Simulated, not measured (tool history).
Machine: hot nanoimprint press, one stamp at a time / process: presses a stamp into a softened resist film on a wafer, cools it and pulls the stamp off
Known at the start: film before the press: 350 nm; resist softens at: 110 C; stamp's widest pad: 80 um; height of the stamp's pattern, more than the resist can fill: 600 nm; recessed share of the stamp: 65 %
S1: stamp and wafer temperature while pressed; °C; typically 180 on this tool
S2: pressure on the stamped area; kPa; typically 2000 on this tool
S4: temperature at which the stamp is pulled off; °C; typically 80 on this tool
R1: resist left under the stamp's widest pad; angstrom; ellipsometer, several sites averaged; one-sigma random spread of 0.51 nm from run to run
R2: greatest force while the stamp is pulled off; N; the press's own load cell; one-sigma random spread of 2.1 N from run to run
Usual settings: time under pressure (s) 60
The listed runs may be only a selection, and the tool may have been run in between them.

{"run": 1, "hour": 0.0, "S1": 180, "S2": 2000, "time under pressure (s)": 60, "S4": 80, "R1": 1987, "R2": 128}
{"hour": 30.6, "done": "stamp cleaned and given a new release coat"}
{"run": 2, "hour": 38.9, "S1": 180, "S2": 2000, "time under pressure (s)": 60, "S4": 80, "R1": 1987, "R2": 100}
{"run": 3, "hour": 78.9, "S1": 180, "S2": 2000, "time under pressure (s)": 60, "S4": 80, "R1": 1999, "R2": 102}
{"run": 4, "hour": 118.2, "S1": 180, "S2": 2000, "time under pressure (s)": 109, "S4": 80, "R1": 1637, "R2": 110}
{"hour": 125.7, "done": "plate thermocouple calibrated"}
{"run": 5, "hour": 160.6, "S1": 180, "S2": 2000, "time under pressure (s)": 109, "S4": 80, "R1": 1646, "R2": 116}
{"run": 6, "hour": 184.9, "S1": 180, "S2": 2000, "time under pressure (s)": 60, "S4": 80, "R1": 2013, "R2": 123}
{"run": 7, "hour": 204.9, "S1": 180, "S2": 2000, "time under pressure (s)": 60, "S4": 80, "R1": 2021, "R2": 122}
{"run": 8, "hour": 224.7, "S1": 180, "S2": 1540, "time under pressure (s)": 61, "S4": 80, "R1": 2216, "R2": 130}
{"run": 9, "hour": 248.1, "S1": 171, "S2": 2380, "time under pressure (s)": 58, "S4": 80, "R1": 2598, "R2": 131}
{"hour": 280.1, "done": "stamp cleaned and given a new release coat"}
{"run": 10, "hour": 295.3, "S1": 171, "S2": 2380, "time under pressure (s)": 58, "S4": 80, "R1": 2599, "R2": 102}
{"hour": 308.6, "done": "plate thermocouple calibrated, once more"}
{"run": 11, "hour": 328.1, "S1": 171, "S2": 2380, "time under pressure (s)": 58, "S4": 80, "R1": 2575, "R2": 107}
{"run": 12, "hour": 376.3, "S1": 171, "S2": 2380, "time under pressure (s)": 58, "S4": 80, "R1": 2586, "R2": 112}
{"run": 13, "hour": 424.5, "S1": 181, "S2": 3080, "time under pressure (s)": 60, "S4": 68, "R1": 1622, "R2": 146}
{"run": 14, "hour": 464.3, "S1": 181, "S2": 3080, "time under pressure (s)": 60, "S4": 68, "R1": 1627, "R2": 149}

What if the next run were any one of these 5? Each begins from the tool's condition after run 14:
{"run": "A", "hour": 508.8, "S1": 171, "S2": 2000, "time under pressure (s)": 70, "S4": 74, "R1": "?", "R2": "?"}
{"run": "B", "hour": 508.8, "S1": 181, "S2": 1270, "time under pressure (s)": 35, "S4": 71, "R1": "?", "R2": "?"}
{"run": "C", "hour": 508.8, "S1": 181, "S2": 1560, "time under pressure (s)": 102, "S4": 81, "R1": "?", "R2": "?"}
{"run": "D", "hour": 508.8, "S1": 181, "S2": 3080, "time under pressure (s)": 97, "S4": 72, "R1": "?", "R2": "?"}
{"run": "E", "hour": 508.8, "S1": 180, "S2": 2000, "time under pressure (s)": 60, "S4": 73, "R1": "?", "R2": "?"}

run=A R1=2608 R2=149
run=B R1=2604 R2=161
run=C R1=1807 R2=126
run=D R1=1366 R2=147
run=E R1=2021 R2=149
Stripped of hidden state, with their random variation kept, the same runs would have yielded:
run=A R1=2550 R2=112
run=B R1=2565 R2=121
run=C R1=1757 R2=95
run=D R1=1293 R2=111
run=E R1=1959 R2=112
